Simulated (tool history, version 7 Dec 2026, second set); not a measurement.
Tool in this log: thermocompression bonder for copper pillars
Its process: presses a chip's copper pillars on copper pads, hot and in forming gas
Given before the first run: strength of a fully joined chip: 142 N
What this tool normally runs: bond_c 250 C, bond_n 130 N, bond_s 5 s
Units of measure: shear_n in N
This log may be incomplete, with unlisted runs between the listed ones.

run	hour	bond_c	bond_n	bond_s	shear_n
1	0.0	250	130	5	86.2
2	44.1	250	130	5	84.6
3	113.3	250	130	5	84.5
4	157.9	250	130	5	83.6
5	246.7	250	130	5	81.3
# hour 288.9: forming gas filter changed
6	299.1	250	130	5	86.0
7	350.7	250	130	4	78.5
8	437.6	261	130	5	92.7
# hour 446.6: force cell calibrated
9	481.6	261	130	5	89.9
10	540.2	261	130	5	89.5
11	598.1	261	130	5	86.8
# hour 608.8: force cell calibrated, once more
12	665.2	276	162	3	101.2
13	729.1	254	100	6	72.3
# hour 773.2: forming gas filter changed
14	781.1	235	100	3	48.7
15	864.1	250	89	14	88.9
16	913.4	276	169	3	106.2
17	983.9	273	130	4	94.9
# hour 1019.8: heater calibrated with a thermocouple chip
18	1050.9	273	101	5	91.6
19	1111.6	273	101	5	91.4
20	1187.9	257	79	3	52.1
21	1232.2	257	79	3	52.2

How would selected steps in shear_n from run to run divide? Give the signed amount a tool lacking its hidden state would still show from settings, what came in and random variation, and the signed amount left for the hidden state, including any gauge scatter that is not in both of the compared results.
Hidden conditions of the tool in this case: true temperature of the bond over the reading, C; force that reaches the chip, % of what is set; oxide that the forming gas leaves, % of the face; drift of the gauge itself on shear_n, %.
Run 13 -> 14: bond_c 254 -> 235, bond_s 6 -> 3, forming gas filter changed. shear_n -23.6 N: hidden state +7.2, all else -30.8.
Run 14 -> 15: bond_c 235 -> 250, bond_n 100 -> 89, bond_s 3 -> 14. shear_n +40.2 N: hidden state -3.5, all else +43.7.
Run 17 -> 18: bond_n 130 -> 101, bond_s 4 -> 5, heater calibrated with a thermocouple chip. shear_n -3.3 N: hidden state +6.9, all else -10.2.
Run 19 -> 20: bond_c 273 -> 257, bond_n 101 -> 79, bond_s 5 -> 3. shear_n -39.3 N: hidden state +1.6, all else -40.9.
